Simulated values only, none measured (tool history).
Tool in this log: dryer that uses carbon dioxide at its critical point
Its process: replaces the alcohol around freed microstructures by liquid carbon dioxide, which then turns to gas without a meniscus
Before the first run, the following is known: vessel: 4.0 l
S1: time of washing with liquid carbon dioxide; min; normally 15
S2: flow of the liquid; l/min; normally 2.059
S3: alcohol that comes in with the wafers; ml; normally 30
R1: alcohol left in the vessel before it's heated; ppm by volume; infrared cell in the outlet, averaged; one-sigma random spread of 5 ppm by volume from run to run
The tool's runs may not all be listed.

{"run": 1, "hour": 0.0, "S1": 15, "S2": 2.059, "S3": 30, "R1": 35}
{"run": 2, "hour": 22.2, "S1": 15, "S2": 2.059, "S3": 30, "R1": 41}
{"run": 3, "hour": 50.0, "S1": 15, "S2": 2.31, "S3": 30, "R1": 22}
{"run": 4, "hour": 65.5, "S1": 15, "S2": 2.31, "S3": 30, "R1": 25}
{"run": 5, "hour": 89.1, "S1": 15, "S2": 2.14, "S3": 30, "R1": 26}
{"run": 6, "hour": 109.1, "S1": 15, "S2": 2.059, "S3": 30, "R1": 40}
{"run": 7, "hour": 126.6, "S1": 15, "S2": 2.059, "S3": 30, "R1": 37}
{"run": 8, "hour": 145.3, "S1": 15, "S2": 2.059, "S3": 30, "R1": 34}
{"run": 9, "hour": 161.4, "S1": 15, "S2": 2.059, "S3": 30, "R1": 46}
{"run": 10, "hour": 180.5, "S1": 15, "S2": 2.059, "S3": 30, "R1": 33}
{"run": 11, "hour": 203.9, "S1": 12, "S2": 2.059, "S3": 30, "R1": 77}
{"run": 12, "hour": 235.4, "S1": 12, "S2": 2.059, "S3": 30, "R1": 93}
{"run": 13, "hour": 258.1, "S1": 15, "S2": 2.059, "S3": 30, "R1": 45}
{"run": 14, "hour": 281.5, "S1": 15, "S2": 2.059, "S3": 30, "R1": 54}
{"run": 15, "hour": 305.5, "S1": 15, "S2": 2.18, "S3": 30, "R1": 38}
{"run": 16, "hour": 333.0, "S1": 15, "S2": 2.18, "S3": 30, "R1": 39}
{"run": 17, "hour": 357.4, "S1": 15, "S2": 2.18, "S3": 30, "R1": 38}
{"run": 18, "hour": 380.0, "S1": 15, "S2": 2.7, "S3": 30, "R1": 28}
{"run": 19, "hour": 411.5, "S1": 15, "S2": 2.059, "S3": 30, "R1": 47}
{"run": 20, "hour": 430.8, "S1": 15, "S2": 2.059, "S3": 30, "R1": 68}
{"run": 21, "hour": 461.0, "S1": 15, "S2": 3.08, "S3": 30, "R1": 46}
{"run": 22, "hour": 491.1, "S1": 15, "S2": 3.08, "S3": 30, "R1": 40}
{"run": 23, "hour": 521.4, "S1": 15, "S2": 3.08, "S3": 30, "R1": 41}
{"run": 24, "hour": 538.9, "S1": 15, "S2": 3.08, "S3": 30, "R1": 47}
{"run": 25, "hour": 566.7, "S1": 15, "S2": 3.08, "S3": 30, "R1": 44}
{"run": 26, "hour": 597.5, "S1": 15, "S2": 3.08, "S3": 30, "R1": 36}
{"hour": 627.0, "done": "inlet filter changed"}
{"run": 27, "hour": 630.1, "S1": 15, "S2": 3.08, "S3": 60, "R1": 43}
{"run": 28, "hour": 648.4, "S1": 13, "S2": 1.57, "S3": 46, "R1": 225}
{"run": 29, "hour": 662.0, "S1": 10, "S2": 1.28, "S3": 30, "R1": 641}
{"run": 30, "hour": 689.1, "S1": 19, "S2": 2.6, "S3": 28, "R1": 46}
{"run": 31, "hour": 703.5, "S1": 12, "S2": 2.74, "S3": 69, "R1": 65}
{"run": 32, "hour": 722.6, "S1": 12, "S2": 1.57, "S3": 22, "R1": 175}
{"run": 33, "hour": 741.9, "S1": 16, "S2": 2.24, "S3": 88, "R1": 58}
{"run": 34, "hour": 769.5, "S1": 15, "S2": 2.059, "S3": 28, "R1": 66}
{"run": 35, "hour": 789.2, "S1": 22, "S2": 3.03, "S3": 113, "R1": 47}
{"run": 36, "hour": 809.0, "S1": 22, "S2": 3.03, "S3": 113, "R1": 52}
{"run": 37, "hour": 828.2, "S1": 22, "S2": 2.51, "S3": 70, "R1": 56}
{"run": 38, "hour": 848.6, "S1": 15, "S2": 2.0, "S3": 32, "R1": 72}

Forecast run 39:
{"run": 39, "hour": 874.2, "S1": 21, "S2": 2.0, "S3": 118, "R1": "?"}

Logged for run 39: R1 62 ppm by volume.
On a tool with no hidden condition, and with the same random variation, this run would have come out at R1 10 ppm by volume.
